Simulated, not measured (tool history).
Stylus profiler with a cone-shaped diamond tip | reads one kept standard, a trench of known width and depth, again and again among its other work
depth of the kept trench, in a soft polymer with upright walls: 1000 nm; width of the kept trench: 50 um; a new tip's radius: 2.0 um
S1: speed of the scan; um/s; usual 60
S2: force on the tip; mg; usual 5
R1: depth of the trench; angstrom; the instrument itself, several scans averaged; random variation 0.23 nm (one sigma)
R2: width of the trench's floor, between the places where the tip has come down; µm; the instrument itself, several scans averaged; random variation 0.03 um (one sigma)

run 1 hour=0 | S1=60 S2=5 | R1=10101 R2=45.33
run 2 hour=22.8 | S1=60 S2=5 | R1=10106.7 R2=45.29
run 3 hour=55.3 | S1=60 S2=5 | R1=10104.4 R2=45.23
run 4 hour=84.8 | S1=60 S2=5 | R1=10104.2 R2=45.23
run 5 hour=116.4 | S1=60 S2=5 | R1=10103.2 R2=45.19
run 6 hour=146.9 | S1=115 S2=5 | R1=10103.6 R2=44.97
run 7 hour=164 | S1=115 S2=5 | R1=10106.2 R2=44.94
run 8 hour=188.1 | S1=115 S2=5 | R1=10104.8 R2=44.93
run 9 hour=217.7 | S1=115 S2=5 | R1=10105.1 R2=44.91
run 10 hour=248.3 | S1=49 S2=5 | R1=10107.5 R2=45.06
run 11 hour=280.3 | S1=49 S2=10.2 | R1=10161.1 R2=45.1
run 12 hour=307.8 | S1=19 S2=13.17 | R1=10193.5 R2=45.09
run 13 hour=329.3 | S1=30 S2=5 | R1=10108.4 R2=45.07
run 14 hour=347.5 | S1=39 S2=6.1 | R1=10123.8 R2=44.99
run 15 hour=376.5 | S1=90 S2=5 | R1=10106.6 R2=44.73
run 16 hour=398.2 | S1=128 S2=3.62 | R1=10087.8 R2=44.58
run 17 hour=411.6 | S1=42 S2=6.93 | R1=10126.7 R2=45
run 18 hour=425.2 | S1=47 S2=6.4 | R1=10125.8 R2=44.88

Run 19 comes next. What will it give?
run 19 hour=450.2 | S1=53 S2=8.04 | R1=? R2=?

{"run 19": {"R1": 10148.7, "R2": 44.84}}
Without the tool's hidden state the same run would have given R1 10137.1 angstrom, R2 46.35 µm.
